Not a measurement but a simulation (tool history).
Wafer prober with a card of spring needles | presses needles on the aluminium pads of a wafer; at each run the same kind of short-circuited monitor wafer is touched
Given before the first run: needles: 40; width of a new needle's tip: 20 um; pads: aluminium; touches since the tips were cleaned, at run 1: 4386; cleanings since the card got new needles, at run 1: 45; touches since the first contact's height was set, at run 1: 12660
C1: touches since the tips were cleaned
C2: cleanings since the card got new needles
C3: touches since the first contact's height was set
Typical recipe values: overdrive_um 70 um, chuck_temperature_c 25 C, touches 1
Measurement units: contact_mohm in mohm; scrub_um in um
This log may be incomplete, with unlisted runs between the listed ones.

{"run": 1, "hour": 0.0, "overdrive_um": 70, "chuck_temperature_c": 25, "touches": 1, "C1": 4386, "C2": 45, "C3": 12660, "contact_mohm": 180, "scrub_um": 14.98}
{"hour": 4.7, "done": "tips cleaned on abrasive film"}
{"hour": 16.1, "done": "tips cleaned on abrasive film"}
{"hour": 27.3, "done": "tips cleaned on abrasive film"}
{"run": 2, "hour": 34.9, "overdrive_um": 70, "chuck_temperature_c": 25, "touches": 1, "C1": 5380, "C2": 48, "C3": 37341, "contact_mohm": 179, "scrub_um": 14.99}
{"hour": 37.3, "done": "tips cleaned on abrasive film"}
{"hour": 48.4, "done": "tips cleaned on abrasive film"}
{"hour": 59.6, "done": "tips cleaned on abrasive film"}
{"hour": 68.8, "done": "height of the first contact set anew"}
{"hour": 71.2, "done": "tips cleaned on abrasive film"}
{"run": 3, "hour": 74.2, "overdrive_um": 70, "chuck_temperature_c": 25, "touches": 1, "C1": 2106, "C2": 52, "C3": 3760, "contact_mohm": 179, "scrub_um": 15.02}
{"hour": 80.9, "done": "tips cleaned on abrasive film"}
{"hour": 90.2, "done": "tips cleaned on abrasive film"}
{"hour": 101.9, "done": "tips cleaned on abrasive film"}
{"run": 4, "hour": 105.0, "overdrive_um": 70, "chuck_temperature_c": 25, "touches": 3, "C1": 2219, "C2": 55, "C3": 25529, "contact_mohm": 180, "scrub_um": 15}
{"hour": 111.6, "done": "tips cleaned on abrasive film"}
{"hour": 122.8, "done": "tips cleaned on abrasive film"}
{"hour": 134.5, "done": "tips cleaned on abrasive film"}
{"run": 5, "hour": 137.9, "overdrive_um": 70, "chuck_temperature_c": 25, "touches": 3, "C1": 2458, "C2": 58, "C3": 48827, "contact_mohm": 178, "scrub_um": 15}
{"hour": 144.5, "done": "tips cleaned on abrasive film"}
{"hour": 155.2, "done": "tips cleaned on abrasive film"}
{"hour": 155.5, "done": "height of the first contact set anew"}
{"run": 6, "hour": 161.4, "overdrive_um": 70, "chuck_temperature_c": 25, "touches": 3, "C1": 4240, "C2": 60, "C3": 4240, "contact_mohm": 176, "scrub_um": 15.01}
{"hour": 165.6, "done": "tips cleaned on abrasive film"}
{"hour": 176.8, "done": "tips cleaned on abrasive film"}
{"hour": 188.1, "done": "tips cleaned on abrasive film"}
{"hour": 199.4, "done": "tips cleaned on abrasive film"}
{"run": 7, "hour": 201.7, "overdrive_um": 70, "chuck_temperature_c": 25, "touches": 1, "C1": 1664, "C2": 64, "C3": 32728, "contact_mohm": 183, "scrub_um": 15.04}
{"hour": 209.0, "done": "tips cleaned on abrasive film"}
{"hour": 218.4, "done": "tips cleaned on abrasive film"}
{"run": 8, "hour": 222.0, "overdrive_um": 70, "chuck_temperature_c": 25, "touches": 1, "C1": 2621, "C2": 66, "C3": 47065, "contact_mohm": 184, "scrub_um": 15}
{"hour": 229.1, "done": "tips cleaned on abrasive film"}
{"hour": 238.5, "done": "tips cleaned on abrasive film"}
{"hour": 243.4, "done": "height of the first contact set anew"}
{"hour": 250.5, "done": "tips cleaned on abrasive film"}
{"hour": 261.3, "done": "tips cleaned on abrasive film"}
{"run": 9, "hour": 264.8, "overdrive_um": 70, "chuck_temperature_c": 25, "touches": 1, "C1": 2487, "C2": 70, "C3": 15142, "contact_mohm": 178, "scrub_um": 15}
{"hour": 271.4, "done": "tips cleaned on abrasive film"}
{"hour": 282.1, "done": "tips cleaned on abrasive film"}
{"hour": 292.8, "done": "tips cleaned on abrasive film"}
{"run": 10, "hour": 297.0, "overdrive_um": 70, "chuck_temperature_c": 25, "touches": 1, "C1": 2998, "C2": 73, "C3": 37913, "contact_mohm": 181, "scrub_um": 15}
{"hour": 303.8, "done": "tips cleaned on abrasive film"}
{"hour": 313.2, "done": "tips cleaned on abrasive film"}
{"run": 11, "hour": 317.1, "overdrive_um": 70, "chuck_temperature_c": 39, "touches": 1, "C1": 2814, "C2": 75, "C3": 52112, "contact_mohm": 184, "scrub_um": 15.03}
{"hour": 323.5, "done": "tips cleaned on abrasive film"}
{"hour": 330.1, "done": "height of the first contact set anew"}
{"hour": 334.5, "done": "tips cleaned on abrasive film"}
{"run": 12, "hour": 336.9, "overdrive_um": 70, "chuck_temperature_c": 39, "touches": 1, "C1": 1726, "C2": 77, "C3": 4783, "contact_mohm": 182, "scrub_um": 14.99}
{"hour": 343.9, "done": "tips cleaned on abrasive film"}
{"hour": 353.3, "done": "tips cleaned on abrasive film"}
{"hour": 364.0, "done": "tips cleaned on abrasive film"}
{"run": 13, "hour": 364.0, "overdrive_um": 70, "chuck_temperature_c": 25, "touches": 3, "C1": 0, "C2": 80, "C3": 23924, "contact_mohm": 181, "scrub_um": 15}
{"hour": 375.1, "done": "tips cleaned on abrasive film"}
{"hour": 386.4, "done": "tips cleaned on abrasive film"}
{"hour": 397.5, "done": "tips cleaned on abrasive film"}
{"run": 14, "hour": 402.9, "overdrive_um": 53, "chuck_temperature_c": 25, "touches": 3, "C1": 3894, "C2": 83, "C3": 51499, "contact_mohm": 185, "scrub_um": 11.36}
{"hour": 408.9, "done": "tips cleaned on abrasive film"}
{"hour": 418.1, "done": "height of the first contact set anew"}
{"hour": 420.5, "done": "tips cleaned on abrasive film"}
{"hour": 431.8, "done": "tips cleaned on abrasive film"}
{"run": 15, "hour": 433.7, "overdrive_um": 53, "chuck_temperature_c": 25, "touches": 3, "C1": 1420, "C2": 86, "C3": 11053, "contact_mohm": 182, "scrub_um": 11.35}
{"hour": 442.9, "done": "tips cleaned on abrasive film"}
{"hour": 453.1, "done": "tips cleaned on abrasive film"}
{"hour": 464.8, "done": "tips cleaned on abrasive film"}
{"run": 16, "hour": 469.5, "overdrive_um": 53, "chuck_temperature_c": 25, "touches": 3, "C1": 3362, "C2": 89, "C3": 36367, "contact_mohm": 183, "scrub_um": 11.36}
{"hour": 474.2, "done": "tips cleaned on abrasive film"}
{"hour": 485.2, "done": "tips cleaned on abrasive film"}
{"hour": 496.1, "done": "tips cleaned on abrasive film"}
{"hour": 505.3, "done": "height of the first contact set anew"}
{"hour": 507.4, "done": "tips cleaned on abrasive film"}
{"run": 17, "hour": 509.0, "overdrive_um": 90, "chuck_temperature_c": 25, "touches": 1, "C1": 1090, "C2": 93, "C3": 2588, "contact_mohm": 179, "scrub_um": 19.29}
{"hour": 518.3, "done": "tips cleaned on abrasive film"}
{"hour": 530.0, "done": "tips cleaned on abrasive film"}
{"hour": 541.4, "done": "tips cleaned on abrasive film"}
{"run": 18, "hour": 543.2, "overdrive_um": 90, "chuck_temperature_c": 25, "touches": 1, "C1": 1274, "C2": 96, "C3": 26795, "contact_mohm": 179, "scrub_um": 19.27}
{"hour": 551.1, "done": "tips cleaned on abrasive film"}
{"hour": 560.4, "done": "tips cleaned on abrasive film"}
{"hour": 571.5, "done": "tips cleaned on abrasive film"}
{"run": 19, "hour": 577.5, "overdrive_um": 90, "chuck_temperature_c": 25, "touches": 1, "C1": 4296, "C2": 99, "C3": 51076, "contact_mohm": 177, "scrub_um": 19.31}
{"hour": 582.2, "done": "tips cleaned on abrasive film"}
{"hour": 591.5, "done": "height of the first contact set anew"}
{"hour": 593.9, "done": "tips cleaned on abrasive film"}
{"hour": 604.2, "done": "tips cleaned on abrasive film"}
{"run": 20, "hour": 607.3, "overdrive_um": 57, "chuck_temperature_c": 25, "touches": 1, "C1": 2204, "C2": 102, "C3": 11107, "contact_mohm": 182, "scrub_um": 12.19}
{"hour": 614.3, "done": "tips cleaned on abrasive film"}
{"hour": 625.4, "done": "tips cleaned on abrasive film"}
{"run": 21, "hour": 627.0, "overdrive_um": 57, "chuck_temperature_c": 25, "touches": 1, "C1": 1130, "C2": 104, "C3": 25046, "contact_mohm": 181, "scrub_um": 12.22}
{"hour": 635.0, "done": "tips cleaned on abrasive film"}
{"hour": 645.6, "done": "tips cleaned on abrasive film"}
{"hour": 655.0, "done": "tips cleaned on abrasive film"}
{"hour": 666.3, "done": "tips cleaned on abrasive film"}
{"run": 22, "hour": 668.2, "overdrive_um": 57, "chuck_temperature_c": 25, "touches": 1, "C1": 1378, "C2": 108, "C3": 54172, "contact_mohm": 182, "scrub_um": 12.21}
{"hour": 677.4, "done": "tips cleaned on abrasive film"}
{"hour": 677.7, "done": "height of the first contact set anew"}
{"hour": 689.1, "done": "tips cleaned on abrasive film"}
{"run": 23, "hour": 697.1, "overdrive_um": 57, "chuck_temperature_c": 25, "touches": 1, "C1": 5697, "C2": 110, "C3": 13753, "contact_mohm": 183, "scrub_um": 12.2}
{"hour": 699.4, "done": "tips cleaned on abrasive film"}
{"hour": 710.9, "done": "tips cleaned on abrasive film"}
{"hour": 720.3, "done": "tips cleaned on abrasive film"}
{"run": 24, "hour": 725.0, "overdrive_um": 57, "chuck_temperature_c": 25, "touches": 1, "C1": 3379, "C2": 113, "C3": 33486, "contact_mohm": 184, "scrub_um": 12.21}
{"hour": 729.8, "done": "tips cleaned on abrasive film"}
{"hour": 740.4, "done": "tips cleaned on abrasive film"}
{"hour": 751.0, "done": "tips cleaned on abrasive film"}
{"hour": 760.5, "done": "tips cleaned on abrasive film"}
{"run": 25, "hour": 760.5, "overdrive_um": 70, "chuck_temperature_c": 84, "touches": 2, "C1": 0, "C2": 117, "C3": 58504, "contact_mohm": 190, "scrub_um": 15}
{"hour": 765.3, "done": "height of the first contact set anew"}
{"hour": 772.3, "done": "tips cleaned on abrasive film"}
{"hour": 784.0, "done": "tips cleaned on abrasive film"}
{"hour": 794.8, "done": "tips cleaned on abrasive film"}
{"run": 26, "hour": 795.5, "overdrive_um": 70, "chuck_temperature_c": 84, "touches": 2, "C1": 487, "C2": 120, "C3": 21332, "contact_mohm": 190, "scrub_um": 14.98}

What if the next run were any one of these 5? Each begins from the tool's condition after run 26:
{"hour": 804.8, "done": "tips cleaned on abrasive film"}
{"hour": 814.2, "done": "tips cleaned on abrasive film"}
{"hour": 825.7, "done": "tips cleaned on abrasive film"}
{"hour": 836.8, "done": "tips cleaned on abrasive film"}
{"run": "A", "hour": 836.8, "overdrive_um": 85, "chuck_temperature_c": 124, "touches": 1, "C1": 0, "C2": 124, "C3": 50561, "contact_mohm": "?", "scrub_um": "?"}
{"hour": 804.8, "done": "tips cleaned on abrasive film"}
{"hour": 814.2, "done": "tips cleaned on abrasive film"}
{"hour": 825.7, "done": "tips cleaned on abrasive film"}
{"hour": 836.8, "done": "tips cleaned on abrasive film"}
{"run": "B", "hour": 836.8, "overdrive_um": 76, "chuck_temperature_c": 53, "touches": 2, "C1": 0, "C2": 124, "C3": 50561, "contact_mohm": "?", "scrub_um": "?"}
{"hour": 804.8, "done": "tips cleaned on abrasive film"}
{"hour": 814.2, "done": "tips cleaned on abrasive film"}
{"hour": 825.7, "done": "tips cleaned on abrasive film"}
{"hour": 836.8, "done": "tips cleaned on abrasive film"}
{"run": "C", "hour": 836.8, "overdrive_um": 67, "chuck_temperature_c": 25, "touches": 1, "C1": 0, "C2": 124, "C3": 50561, "contact_mohm": "?", "scrub_um": "?"}
{"hour": 804.8, "done": "tips cleaned on abrasive film"}
{"hour": 814.2, "done": "tips cleaned on abrasive film"}
{"hour": 825.7, "done": "tips cleaned on abrasive film"}
{"hour": 836.8, "done": "tips cleaned on abrasive film"}
{"run": "D", "hour": 836.8, "overdrive_um": 70, "chuck_temperature_c": 37, "touches": 2, "C1": 0, "C2": 124, "C3": 50561, "contact_mohm": "?", "scrub_um": "?"}
{"hour": 804.8, "done": "tips cleaned on abrasive film"}
{"hour": 814.2, "done": "tips cleaned on abrasive film"}
{"hour": 825.7, "done": "tips cleaned on abrasive film"}
{"hour": 836.8, "done": "tips cleaned on abrasive film"}
{"run": "E", "hour": 836.8, "overdrive_um": 51, "chuck_temperature_c": 37, "touches": 1, "C1": 0, "C2": 124, "C3": 50561, "contact_mohm": "?", "scrub_um": "?"}

run=A contact_mohm=200 scrub_um=18.22
run=B contact_mohm=183 scrub_um=16.27
run=C contact_mohm=180 scrub_um=14.37
run=D contact_mohm=185 scrub_um=14.99
run=E contact_mohm=184 scrub_um=10.94
The same runs, with their run-to-run variation unchanged, on a tool lacking any hidden condition would have given:
run=A contact_mohm=200 scrub_um=18.22
run=B contact_mohm=183 scrub_um=16.27
run=C contact_mohm=180 scrub_um=14.37
run=D contact_mohm=185 scrub_um=14.99
run=E contact_mohm=184 scrub_um=10.94
